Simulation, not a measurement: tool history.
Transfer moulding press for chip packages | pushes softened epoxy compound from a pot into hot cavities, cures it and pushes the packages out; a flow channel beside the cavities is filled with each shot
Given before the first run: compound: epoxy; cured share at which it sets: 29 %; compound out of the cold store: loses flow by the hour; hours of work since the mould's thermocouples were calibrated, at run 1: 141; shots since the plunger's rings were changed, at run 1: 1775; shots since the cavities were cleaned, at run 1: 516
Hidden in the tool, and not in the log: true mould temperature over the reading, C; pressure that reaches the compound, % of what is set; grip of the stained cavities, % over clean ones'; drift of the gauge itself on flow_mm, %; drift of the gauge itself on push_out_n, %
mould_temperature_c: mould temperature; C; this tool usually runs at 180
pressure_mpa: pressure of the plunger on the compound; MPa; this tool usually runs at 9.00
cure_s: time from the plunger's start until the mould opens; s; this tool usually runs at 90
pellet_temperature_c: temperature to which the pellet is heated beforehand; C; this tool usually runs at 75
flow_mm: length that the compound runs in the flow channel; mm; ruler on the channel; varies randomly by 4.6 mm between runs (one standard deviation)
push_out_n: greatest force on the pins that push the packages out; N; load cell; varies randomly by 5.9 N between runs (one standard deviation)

run,day,mould_temperature_c,pressure_mpa,cure_s,pellet_temperature_c,hours of work since the mould's thermocouples were calibrated,shots since the plunger's rings were changed,shots since the cavities were cleaned,incoming compound's hours out of the cold store,flow_mm,push_out_n
1,0.000,180,9.00,90,75,141,1775,516,26.8,716,274
# day 0.625: cavities cleaned with cleaning compound and waxed
2,1.733,180,8.97,90,75,162,2152,250,13.2,729,333
3,2.988,180,8.97,90,75,178,2435,533,20.8,704,346
# day 3.512: cavities cleaned with cleaning compound and waxed
4,4.029,179,9.00,90,75,190,2656,116,47.4,663,238
5,5.262,179,9.00,90,75,205,2935,395,38.9,671,274
# day 6.429: cavities cleaned with cleaning compound and waxed
6,7.417,180,9.00,90,75,232,3407,223,11.3,726,254
7,8.533,180,9.00,90,75,245,3659,475,31.1,674,282
# day 9.396: cavities cleaned with cleaning compound and waxed
# day 9.888: plunger's sealing rings changed
# day 10.238: cavities cleaned with cleaning compound and waxed, once more
8,10.500,180,9.00,90,75,267,124,59,29.2,732,217
9,12.417,180,8.92,90,75,291,557,492,21.8,733,277
# day 13.183: cavities cleaned with cleaning compound and waxed
10,13.883,180,9.00,90,75,309,874,158,36.9,698,231
11,15.646,180,9.00,90,75,330,1272,556,8.5,751,289
# day 16.142: cavities cleaned with cleaning compound and waxed
12,17.538,180,9.00,90,75,353,1685,315,42.2,683,247
13,18.412,185,7.24,83,75,364,1883,513,18.0,640,245
# day 19.075: cavities cleaned with cleaning compound and waxed
14,19.379,180,9.38,114,85,376,2087,69,47.4,674,178
15,20.738,180,7.81,90,66,392,2393,375,18.9,670,266
# day 22.000: cavities cleaned with cleaning compound and waxed
16,22.692,180,7.22,90,80,416,2820,156,13.1,652,236
17,23.762,178,8.16,127,80,429,3062,398,19.9,681,209
# day 25.025: cavities cleaned with cleaning compound and waxed
18,25.354,182,9.00,90,75,448,3408,74,43.8,652,197
19,27.175,179,8.97,90,82,471,3819,485,36.1,671,275

Forecast each of these 4 alternatives for the next run:
# day 27.683: plunger's sealing rings changed
# day 28.121: cavities cleaned with cleaning compound and waxed
A,28.633,186,7.42,90,73,487,201,117,8.7,?,?
# day 27.683: plunger's sealing rings changed
# day 28.121: cavities cleaned with cleaning compound and waxed
B,28.633,180,9.00,90,84,487,201,117,16.7,?,?
# day 27.683: plunger's sealing rings changed
# day 28.121: cavities cleaned with cleaning compound and waxed
C,28.633,179,8.76,127,82,487,201,117,12.3,?,?
# day 27.683: plunger's sealing rings changed
# day 28.121: cavities cleaned with cleaning compound and waxed
D,28.633,184,8.18,90,83,487,201,117,18.0,?,?

run,flow_mm,push_out_n
A,678,193
B,749,235
C,749,177
D,702,196
Take away the tool's hidden state, keep each run's random variation, and the runs would have read:
run,flow_mm,push_out_n
A,684,179
B,757,224
C,756,162
D,709,183
